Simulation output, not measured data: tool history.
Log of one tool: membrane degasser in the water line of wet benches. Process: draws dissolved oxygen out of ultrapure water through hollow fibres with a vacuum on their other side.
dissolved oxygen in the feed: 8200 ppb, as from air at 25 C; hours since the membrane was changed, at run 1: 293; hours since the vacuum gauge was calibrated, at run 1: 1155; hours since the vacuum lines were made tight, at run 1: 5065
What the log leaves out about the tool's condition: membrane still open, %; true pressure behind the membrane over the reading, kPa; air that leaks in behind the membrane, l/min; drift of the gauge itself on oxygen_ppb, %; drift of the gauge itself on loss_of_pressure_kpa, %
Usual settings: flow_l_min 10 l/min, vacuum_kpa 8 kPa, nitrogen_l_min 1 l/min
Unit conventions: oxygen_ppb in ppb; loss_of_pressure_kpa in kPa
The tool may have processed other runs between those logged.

run	day	flow_l_min	vacuum_kpa	nitrogen_l_min	hours since the membrane was changed	hours since the vacuum gauge was calibrated	hours since the vacuum lines were made tight	oxygen_ppb	loss_of_pressure_kpa
1	0	10	8	1	293	1155	5065	125.5	63.48
2	10.425	10	8	1.83	543	1406	5315	76.4	63.23
# day 13.817: seals of the vacuum lines changed
3	20.496	10	8	1	783	1645	160	126.3	63.01
4	32.042	10	8	1	1060	1922	437	126.4	62.83
5	41.154	10	8	1	1279	2141	656	126.4	62.8
6	50.854	16	8	1	1512	2374	889	220	100.66
7	66.033	10	8	1	1876	2738	1253	126.8	63.16
8	72.788	10	8	1	2038	2900	1415	126.6	63.12
9	82.638	10	8	1	2274	3137	1652	127.2	62.76
10	90.638	10	8	1	2466	3329	1844	126.7	63.27
11	97.971	10	8	1	2642	3505	2020	126.7	63.13
12	110.921	10	8	1	2953	3816	2331	128.5	63.19
13	121.321	10	8	1	3203	4065	2580	129	63.25
14	134.188	7	7.24	1	3512	4374	2889	73	44.23
15	145.838	10	17.72	1	3791	4654	3169	352.8	62.79
16	155.842	8	5.93	1.86	4031	4894	3409	36	50.13
# day 159.417: vacuum gauge calibrated
17	164.267	8	5.93	1.86	4233	116	3610	36.3	50.37
18	172.429	10	13.11	0.99	4429	312	3806	250.6	63.16
19	178.912	10	13.11	0.99	4584	468	3962	248.8	63.3
20	189.904	13	16.1	0.54	4848	732	4226	682.1	81.92
# day 198.104: gauge calibrated
21	203.471	8	14.15	2.62	5174	1057	4551	88.6	50.67
22	209.946	8	14.15	2.62	5329	1213	4707	87.9	50.54
23	220.221	8	8.95	2.47	5576	1459	4953	52.3	50.29
24	229.821	15	9.9	0.54	5806	1690	5184	417	94.24
# day 239.196: seals of the vacuum lines changed
25	241.392	15	7.65	2.86	6082	1965	53	98.5	94.11

Results for each run, recomputed without the tool's hidden state and with each run's random variation untouched:
run	oxygen_ppb
1	125.4
2	76.2
3	125.9
4	125.8
5	125.6
6	218.3
7	125.5
8	125.2
9	125.6
10	124.9
11	124.8
12	126.3
13	126.5
14	71.4
15	345
16	35.1
17	35.4
18	244.1
19	242.1
20	662.9
21	88.4
22	87.6
23	52
24	414.8
25	97.8
loss_of_pressure_kpa without the hidden state stays within 0.04 kPa of what was measured, in all runs.
